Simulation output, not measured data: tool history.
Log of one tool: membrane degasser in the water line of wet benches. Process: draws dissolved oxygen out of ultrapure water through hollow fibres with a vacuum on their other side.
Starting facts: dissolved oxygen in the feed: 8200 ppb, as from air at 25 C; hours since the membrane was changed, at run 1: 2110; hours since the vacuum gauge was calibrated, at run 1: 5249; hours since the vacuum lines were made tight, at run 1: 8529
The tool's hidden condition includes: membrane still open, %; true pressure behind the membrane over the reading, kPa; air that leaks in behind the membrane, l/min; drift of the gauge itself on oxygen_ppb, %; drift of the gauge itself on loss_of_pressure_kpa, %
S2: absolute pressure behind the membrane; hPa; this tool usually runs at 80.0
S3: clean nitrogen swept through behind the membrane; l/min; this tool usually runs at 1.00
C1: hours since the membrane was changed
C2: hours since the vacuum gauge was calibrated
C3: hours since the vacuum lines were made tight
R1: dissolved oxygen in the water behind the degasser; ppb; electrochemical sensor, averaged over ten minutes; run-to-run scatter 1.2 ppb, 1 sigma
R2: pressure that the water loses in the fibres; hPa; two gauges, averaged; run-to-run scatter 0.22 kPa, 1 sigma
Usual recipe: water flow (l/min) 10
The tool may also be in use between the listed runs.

Run 1, hour 0.0: usual settings; C1 2110; C2 5249; C3 8529. Result: R1 117.2 ppb, R2 554.9 hPa.
Run 2, hour 36.6: usual settings; C1 2147; C2 5285; C3 8565. Result: R1 117.3 ppb, R2 550.7 hPa.
Run 3, hour 74.0: usual settings; C1 2184; C2 5323; C3 8603. Result: R1 116.0 ppb, R2 553.8 hPa.
Run 4, hour 140.8: usual settings but S2 136.6 hPa; C1 2251; C2 5389; C3 8669. Result: R1 250.3 ppb, R2 555.0 hPa.
Run 5, hour 181.4: usual settings but S2 136.6 hPa; C1 2292; C2 5430; C3 8710. Result: R1 243.4 ppb, R2 554.5 hPa.
Run 6, hour 229.4: usual settings but S2 136.6 hPa; C1 2340; C2 5478; C3 8758. Result: R1 244.8 ppb, R2 554.7 hPa.
Run 7, hour 287.3: usual settings but S2 136.6 hPa; C1 2398; C2 5536; C3 8816. Result: R1 246.1 ppb, R2 557.8 hPa.
Run 8, hour 363.6: usual settings but S2 136.6 hPa; C1 2474; C2 5612; C3 8892. Result: R1 248.1 ppb, R2 554.2 hPa.
Run 9, hour 395.0: usual settings but S2 136.6 hPa; C1 2505; C2 5644; C3 8924. Result: R1 246.9 ppb, R2 556.5 hPa.
Run 10, hour 453.3: usual settings but S2 136.6 hPa; C1 2564; C2 5702; C3 8982. Result: R1 249.3 ppb, R2 559.9 hPa.
Run 11, hour 517.2: usual settings; C1 2628; C2 5766; C3 9046. Result: R1 116.8 ppb, R2 556.5 hPa.
Run 12, hour 553.6: usual settings; C1 2664; C2 5802; C3 9082. Result: R1 118.1 ppb, R2 557.0 hPa.
Run 13, hour 625.3: usual settings but S2 102.0 hPa; C1 2736; C2 5874; C3 9154. Result: R1 170.7 ppb, R2 557.7 hPa.
Run 14, hour 675.4: usual settings but S3 0.57 l/min; C1 2786; C2 5924; C3 9204. Result: R1 192.4 ppb, R2 558.6 hPa.
Run 15, hour 746.7: usual settings but water flow (l/min) 6, S2 49.4 hPa, S3 1.48 l/min; C1 2857; C2 5995; C3 9275. Result: R1 18.8 ppb, R2 337.1 hPa.
Run 16, hour 786.6: usual settings but water flow (l/min) 11, S2 160.5 hPa, S3 1.44 l/min; C1 2897; C2 6035; C3 9315. Result: R1 231.7 ppb, R2 618.8 hPa.
Run 17, hour 853.8: usual settings but S2 183.6 hPa; C1 2964; C2 6102; C3 9382. Result: R1 349.7 ppb, R2 559.7 hPa.
Run 18, hour 918.0: usual settings but S2 183.6 hPa; C1 3028; C2 6167; C3 9447. Result: R1 354.0 ppb, R2 565.0 hPa.
Run 19, hour 950.9: usual settings but S2 73.4 hPa, S3 2.73 l/min; C1 3061; C2 6199; C3 9479. Result: R1 41.6 ppb, R2 556.5 hPa.
Run 20, hour 1025.3: usual settings but water flow (l/min) 9, S3 0.55 l/min; C1 3136; C2 6274; C3 9554. Result: R1 176.3 ppb, R2 507.1 hPa.
Run 21, hour 1081.1: usual settings but water flow (l/min) 8, S2 58.4 hPa; C1 3192; C2 6330; C3 9610. Result: R1 53.4 ppb, R2 451.0 hPa.
Run 22, hour 1142.7: usual settings but water flow (l/min) 8, S2 58.4 hPa; C1 3253; C2 6391; C3 9671. Result: R1 53.5 ppb, R2 448.7 hPa.
Run 23, hour 1214.9: usual settings but S2 120.2 hPa, S3 2.11 l/min; C1 3325; C2 6464; C3 9743. Result: R1 108.4 ppb, R2 562.8 hPa.
Run 24, hour 1249.9: usual settings but water flow (l/min) 15, S2 142.0 hPa, S3 2.70 l/min; C1 3360; C2 6499; C3 9778. Result: R1 155.8 ppb, R2 846.1 hPa.
Run 25, hour 1283.5: usual settings but water flow (l/min) 15, S2 142.0 hPa, S3 2.70 l/min; C1 3394; C2 6532; C3 9812. Result: R1 158.6 ppb, R2 847.2 hPa.
Run 26, hour 1355.6: usual settings but water flow (l/min) 15, S2 183.1 hPa, S3 2.70 l/min; C1 3466; C2 6604; C3 9884. Result: R1 212.6 ppb, R2 850.1 hPa.

Branching from run 26: 5 alternative next runs. What would each branch give?
Run A, hour 1422.4: usual settings but water flow (l/min) 6, S2 183.1 hPa, S3 2.70 l/min; C1 3533; C2 6671; C3 9951. Result: R1 ?, R2 ?.
Run B, hour 1422.4: usual settings but water flow (l/min) 6, S2 71.0 hPa, S3 0.65 l/min; C1 3533; C2 6671; C3 9951. Result: R1 ?, R2 ?.
Run C, hour 1422.4: usual settings but S2 79.2 hPa, S3 0.59 l/min; C1 3533; C2 6671; C3 9951. Result: R1 ?, R2 ?.
Run D, hour 1422.4: usual settings but water flow (l/min) 6, S2 98.7 hPa, S3 1.74 l/min; C1 3533; C2 6671; C3 9951. Result: R1 ?, R2 ?.
Run E, hour 1422.4: usual settings but water flow (l/min) 14, S2 183.1 hPa, S3 0.66 l/min; C1 3533; C2 6671; C3 9951. Result: R1 ?, R2 ?.

run     R1     R2
  A   84.1  337.5
  B   87.4  339.9
  C  186.1  569.2
  D   58.0  338.1
  E  669.3  789.8
What these runs would have given with no unlogged condition in the tool:
run     R1     R2
  A   83.9  330.4
  B   87.1  332.8
  C  185.8  557.4
  D   57.9  331.1
  E  668.7  773.5

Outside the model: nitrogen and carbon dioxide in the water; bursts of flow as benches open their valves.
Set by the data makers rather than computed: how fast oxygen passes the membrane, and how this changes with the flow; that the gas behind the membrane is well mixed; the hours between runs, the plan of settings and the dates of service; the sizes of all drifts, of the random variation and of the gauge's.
